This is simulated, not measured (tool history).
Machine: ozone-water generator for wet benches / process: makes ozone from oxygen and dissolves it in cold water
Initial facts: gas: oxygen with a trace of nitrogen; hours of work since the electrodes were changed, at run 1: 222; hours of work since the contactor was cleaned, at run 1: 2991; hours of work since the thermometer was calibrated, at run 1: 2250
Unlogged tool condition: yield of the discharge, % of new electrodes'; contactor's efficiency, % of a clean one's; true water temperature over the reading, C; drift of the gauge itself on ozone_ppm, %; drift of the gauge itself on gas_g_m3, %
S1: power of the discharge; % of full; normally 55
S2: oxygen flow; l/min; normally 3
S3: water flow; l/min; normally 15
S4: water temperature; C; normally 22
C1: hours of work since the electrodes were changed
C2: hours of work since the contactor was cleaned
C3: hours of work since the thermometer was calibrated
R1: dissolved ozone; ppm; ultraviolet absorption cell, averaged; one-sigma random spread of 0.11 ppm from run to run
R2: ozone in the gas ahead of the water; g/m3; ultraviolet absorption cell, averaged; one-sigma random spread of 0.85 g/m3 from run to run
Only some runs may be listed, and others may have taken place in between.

run      day  S1    S2  S3  S4    C1    C2    C3    R1     R2
  1        0  55     3  15  22   222  2991  2250   8.8  138.4
  2    4.983  55     3  15  22   325  3094  2353   8.8  137.2
  3    7.704  55   3.2  15  22   381  3150  2410   8.9  134.3
  4   12.221  55   3.2  15  22   475  3244  2503   8.7  132.6
  5   16.967  55   3.2  15  22   573  3342  2601   8.8  133.4
  6   20.133  55     3  15  29   638  3407  2667   7.8    138
  7   25.425  55     3  15  29   748  3517  2776   7.8  135.7
  8   30.067  55     3  15  29   844  3613  2872   7.8  136.1
  9   35.175  55     3  15  29   949  3719  2978   7.7  135.2
 10   39.979  55     3  13  29  1049  3818  3077   8.8    135
 11     45.3  55     3  15  22  1159  3928  3187   8.5  136.3
      47.467  -- contactor cleaned
 12   48.388  55     3  15  22  1219    19  3248   9.2  135.4
 13   51.671  55     3  15  22  1287    87  3315   8.8  134.2
 14   54.733  55     3  15  22  1350   150  3379     9  135.4
 15   59.817  55     3   9  22  1456   255  3484  13.9  134.4
 16   62.167  55     3  15  22  1504   304  3532   9.1  134.2
 17   64.646  55     3  15  22  1555   355  3584   8.9  135.2
 18   69.875  73  2.61  13  29  1664   463  3692  10.6  168.4
 19   75.117  67  3.18  10  15  1772   572  3800  15.8  146.6
 20   77.388  99  3.18  14  20  1819   619  3847  13.8  182.7
 21   82.329  66   3.3  17  18  1921   721  3949   9.3    142
 22   85.604  89  2.59  14  18  1989   789  4017  12.7  185.1
 23   91.162  89  2.59  14  18  2104   904  4132  12.6  185.5
 24   93.854  73  3.99  24  22  2159   959  4188   6.7  137.8
 25   96.467  55     3  10  28  2213  1013  4242  11.2  133.1
 26     99.7  77     3  15  14  2280  1080  4309  11.6    161
 27  103.342  55     3  13  22  2356  1155  4384   9.8  132.5
 28  105.592  55     3  13  22  2402  1202  4430   9.8  132.1
 29  108.429  60     3  13  16  2461  1261  4489  11.2  136.6
 30  112.071  60     3  13  16  2536  1336  4564  11.2  136.8
     116.138  -- water thermometer calibrated
 31  116.171  60     3  13  16  2621  1420     1  11.1  137.6
 32  120.233  55  1.97  10  24  2704  1504    85  11.7  157.2

Below, some changes in R1 between adjacent runs. For each, the amount present without the hidden state too (settings, incoming material, random variation) and the amount remaining for the hidden state with gauge scatter not shared by both compared results:
Run 11 -> 12: contactor cleaned. R1 +0.7 ppm: hidden state +0.6, all else +0.1.
Run 14 -> 15: S3 15 -> 9. R1 +4.9 ppm: hidden state -0.2, all else +5.1.
Run 18 -> 19: S1 73 -> 67, S2 2.61 -> 3.18, S3 13 -> 10, S4 29 -> 15. R1 +5.2 ppm: hidden state -0.3, all else +5.5.
Run 20 -> 21: S1 99 -> 66, S2 3.18 -> 3.3, S3 14 -> 17, S4 20 -> 18. R1 -4.5 ppm: hidden state +0.4, all else -4.9.
Run 23 -> 24: S1 89 -> 73, S2 2.59 -> 3.99, S3 14 -> 24, S4 18 -> 22. R1 -5.9 ppm: hidden state +0.5, all else -6.4.
